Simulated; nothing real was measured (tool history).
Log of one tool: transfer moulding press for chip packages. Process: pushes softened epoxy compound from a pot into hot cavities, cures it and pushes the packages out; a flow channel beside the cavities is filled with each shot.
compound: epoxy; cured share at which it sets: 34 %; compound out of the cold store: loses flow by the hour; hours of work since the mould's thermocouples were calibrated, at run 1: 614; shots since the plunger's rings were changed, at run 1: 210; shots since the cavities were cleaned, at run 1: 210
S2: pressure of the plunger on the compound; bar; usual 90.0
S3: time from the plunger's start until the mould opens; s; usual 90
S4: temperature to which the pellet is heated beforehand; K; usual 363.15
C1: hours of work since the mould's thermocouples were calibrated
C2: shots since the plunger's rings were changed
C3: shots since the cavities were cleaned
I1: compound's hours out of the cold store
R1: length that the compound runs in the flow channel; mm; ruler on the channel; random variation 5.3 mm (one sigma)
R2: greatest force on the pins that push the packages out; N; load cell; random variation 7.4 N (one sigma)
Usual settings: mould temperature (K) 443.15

{"run": 1, "hour": 0.0, "mould temperature (K)": 443.15, "S2": 90.0, "S3": 90, "S4": 363.15, "C1": 614, "C2": 210, "C3": 210, "I1": 39.7, "R1": 723, "R2": 437}
{"hour": 21.8, "done": "cavities cleaned with cleaning compound and waxed"}
{"run": 2, "hour": 38.6, "mould temperature (K)": 443.15, "S2": 90.0, "S3": 90, "S4": 363.15, "C1": 635, "C2": 598, "C3": 176, "I1": 26.8, "R1": 740, "R2": 556}
{"hour": 63.1, "done": "cavities cleaned with cleaning compound and waxed"}
{"run": 3, "hour": 70.5, "mould temperature (K)": 443.15, "S2": 90.0, "S3": 86, "S4": 363.15, "C1": 652, "C2": 915, "C3": 77, "I1": 41.6, "R1": 703, "R2": 381}
{"hour": 96.0, "done": "mould's thermocouples calibrated"}
{"hour": 105.8, "done": "cavities cleaned with cleaning compound and waxed"}
{"run": 4, "hour": 141.9, "mould temperature (K)": 443.15, "S2": 90.0, "S3": 86, "S4": 363.15, "C1": 25, "C2": 1624, "C3": 377, "I1": 47.1, "R1": 684, "R2": 543}
{"hour": 148.8, "done": "cavities cleaned with cleaning compound and waxed"}
{"hour": 191.9, "done": "cavities cleaned with cleaning compound and waxed"}
{"run": 5, "hour": 193.7, "mould temperature (K)": 443.15, "S2": 90.0, "S3": 86, "S4": 363.15, "C1": 52, "C2": 2134, "C3": 19, "I1": 13.3, "R1": 741, "R2": 395}
{"run": 6, "hour": 226.9, "mould temperature (K)": 443.15, "S2": 71.3, "S3": 86, "S4": 363.15, "C1": 70, "C2": 2480, "C3": 365, "I1": 19.8, "R1": 656, "R2": 561}
{"hour": 234.7, "done": "cavities cleaned with cleaning compound and waxed"}
{"run": 7, "hour": 259.3, "mould temperature (K)": 443.15, "S2": 85.8, "S3": 86, "S4": 363.15, "C1": 87, "C2": 2802, "C3": 256, "I1": 35.9, "R1": 668, "R2": 508}
{"hour": 275.8, "done": "cavities cleaned with cleaning compound and waxed"}
{"hour": 318.5, "done": "cavities cleaned with cleaning compound and waxed"}
{"run": 8, "hour": 323.9, "mould temperature (K)": 443.15, "S2": 85.8, "S3": 86, "S4": 363.15, "C1": 121, "C2": 3445, "C3": 56, "I1": 44.1, "R1": 645, "R2": 379}
{"hour": 363.1, "done": "cavities cleaned with cleaning compound and waxed"}
{"run": 9, "hour": 377.9, "mould temperature (K)": 443.15, "S2": 85.8, "S3": 86, "S4": 363.15, "C1": 151, "C2": 3993, "C3": 154, "I1": 25.6, "R1": 676, "R2": 452}
{"hour": 407.3, "done": "cavities cleaned with cleaning compound and waxed"}
{"hour": 438.8, "done": "cavities cleaned with cleaning compound and waxed, once more"}
{"run": 10, "hour": 441.4, "mould temperature (K)": 443.15, "S2": 85.8, "S3": 86, "S4": 363.15, "C1": 184, "C2": 4626, "C3": 27, "I1": 14.9, "R1": 684, "R2": 378}
{"hour": 482.9, "done": "cavities cleaned with cleaning compound and waxed"}
{"run": 11, "hour": 509.7, "mould temperature (K)": 444.15, "S2": 90.0, "S3": 90, "S4": 363.15, "C1": 221, "C2": 5322, "C3": 279, "I1": 27.8, "R1": 654, "R2": 437}
{"hour": 524.3, "done": "cavities cleaned with cleaning compound and waxed"}
{"hour": 566.7, "done": "cavities cleaned with cleaning compound and waxed"}
{"run": 12, "hour": 566.7, "mould temperature (K)": 444.15, "S2": 90.0, "S3": 111, "S4": 363.15, "C1": 251, "C2": 5886, "C3": 0, "I1": 20.9, "R1": 663, "R2": 214}
{"hour": 581.6, "done": "plunger's sealing rings changed"}
{"hour": 612.6, "done": "cavities cleaned with cleaning compound and waxed"}
{"run": 13, "hour": 631.7, "mould temperature (K)": 444.15, "S2": 90.0, "S3": 111, "S4": 363.15, "C1": 285, "C2": 508, "C3": 199, "I1": 35.7, "R1": 719, "R2": 284}
{"hour": 656.5, "done": "cavities cleaned with cleaning compound and waxed"}
{"run": 14, "hour": 664.5, "mould temperature (K)": 443.15, "S2": 106.7, "S3": 90, "S4": 363.15, "C1": 302, "C2": 835, "C3": 83, "I1": 32.7, "R1": 785, "R2": 365}
{"hour": 699.3, "done": "cavities cleaned with cleaning compound and waxed"}
{"run": 15, "hour": 711.7, "mould temperature (K)": 443.15, "S2": 106.7, "S3": 90, "S4": 363.15, "C1": 328, "C2": 1312, "C3": 130, "I1": 46.9, "R1": 747, "R2": 362}
{"hour": 742.8, "done": "cavities cleaned with cleaning compound and waxed"}
{"run": 16, "hour": 761.0, "mould temperature (K)": 443.15, "S2": 90.0, "S3": 120, "S4": 363.15, "C1": 354, "C2": 1811, "C3": 190, "I1": 21.9, "R1": 734, "R2": 274}
{"hour": 785.8, "done": "cavities cleaned with cleaning compound and waxed"}
{"run": 17, "hour": 806.9, "mould temperature (K)": 450.15, "S2": 90.0, "S3": 120, "S4": 363.15, "C1": 379, "C2": 2275, "C3": 220, "I1": 41.9, "R1": 648, "R2": 277}
{"hour": 830.9, "done": "cavities cleaned with cleaning compound and waxed"}
{"hour": 877.3, "done": "cavities cleaned with cleaning compound and waxed"}
{"run": 18, "hour": 877.7, "mould temperature (K)": 450.15, "S2": 90.0, "S3": 120, "S4": 363.15, "C1": 416, "C2": 2982, "C3": 3, "I1": 16.0, "R1": 700, "R2": 176}
{"hour": 918.5, "done": "cavities cleaned with cleaning compound and waxed"}
{"run": 19, "hour": 918.5, "mould temperature (K)": 450.15, "S2": 76.3, "S3": 95, "S4": 363.15, "C1": 438, "C2": 3393, "C3": 0, "I1": 16.5, "R1": 637, "R2": 198}
{"hour": 959.7, "done": "cavities cleaned with cleaning compound and waxed"}
{"run": 20, "hour": 972.2, "mould temperature (K)": 447.15, "S2": 102.6, "S3": 114, "S4": 363.15, "C1": 467, "C2": 3938, "C3": 131, "I1": 22.4, "R1": 724, "R2": 255}
{"hour": 1002.8, "done": "cavities cleaned with cleaning compound and waxed"}
{"run": 21, "hour": 1002.8, "mould temperature (K)": 438.15, "S2": 90.0, "S3": 90, "S4": 372.15, "C1": 483, "C2": 4241, "C3": 0, "I1": 14.0, "R1": 730, "R2": 457}
{"hour": 1047.3, "done": "cavities cleaned with cleaning compound and waxed"}
{"run": 22, "hour": 1067.3, "mould temperature (K)": 438.15, "S2": 90.0, "S3": 90, "S4": 372.15, "C1": 518, "C2": 4899, "C3": 209, "I1": 34.2, "R1": 666, "R2": 611}
{"hour": 1088.7, "done": "cavities cleaned with cleaning compound and waxed"}
{"run": 23, "hour": 1116.7, "mould temperature (K)": 437.15, "S2": 92.8, "S3": 90, "S4": 363.15, "C1": 545, "C2": 5399, "C3": 292, "I1": 28.7, "R1": 695, "R2": 751}
{"hour": 1132.8, "done": "cavities cleaned with cleaning compound and waxed"}
{"run": 24, "hour": 1170.8, "mould temperature (K)": 445.15, "S2": 99.0, "S3": 107, "S4": 363.15, "C1": 574, "C2": 5948, "C3": 397, "I1": 14.8, "R1": 694, "R2": 335}
{"hour": 1179.2, "done": "plunger's sealing rings changed"}
{"hour": 1180.7, "done": "cavities cleaned with cleaning compound and waxed"}
{"hour": 1223.4, "done": "cavities cleaned with cleaning compound and waxed"}
{"run": 25, "hour": 1230.3, "mould temperature (K)": 445.15, "S2": 99.0, "S3": 107, "S4": 363.15, "C1": 604, "C2": 503, "C3": 72, "I1": 38.3, "R1": 738, "R2": 246}

Forecast each of these 3 alternatives for the next run:
{"hour": 1264.4, "done": "cavities cleaned with cleaning compound and waxed"}
{"run": "A", "hour": 1264.4, "mould temperature (K)": 442.15, "S2": 103.0, "S3": 90, "S4": 363.15, "C1": 622, "C2": 843, "C3": 0, "I1": 45.3, "R1": "?", "R2": "?"}
{"hour": 1264.4, "done": "cavities cleaned with cleaning compound and waxed"}
{"run": "B", "hour": 1264.4, "mould temperature (K)": 443.15, "S2": 90.0, "S3": 90, "S4": 363.15, "C1": 622, "C2": 843, "C3": 0, "I1": 10.9, "R1": "?", "R2": "?"}
{"hour": 1264.4, "done": "cavities cleaned with cleaning compound and waxed"}
{"run": "C", "hour": 1264.4, "mould temperature (K)": 445.15, "S2": 99.0, "S3": 113, "S4": 356.15, "C1": 622, "C2": 843, "C3": 0, "I1": 42.0, "R1": "?", "R2": "?"}

run=A R1=747 R2=306
run=B R1=772 R2=323
run=C R1=727 R2=206
Without the tool's hidden state the same runs would have given:
run=A R1=767 R2=329
run=B R1=792 R2=348
run=C R1=746 R2=207
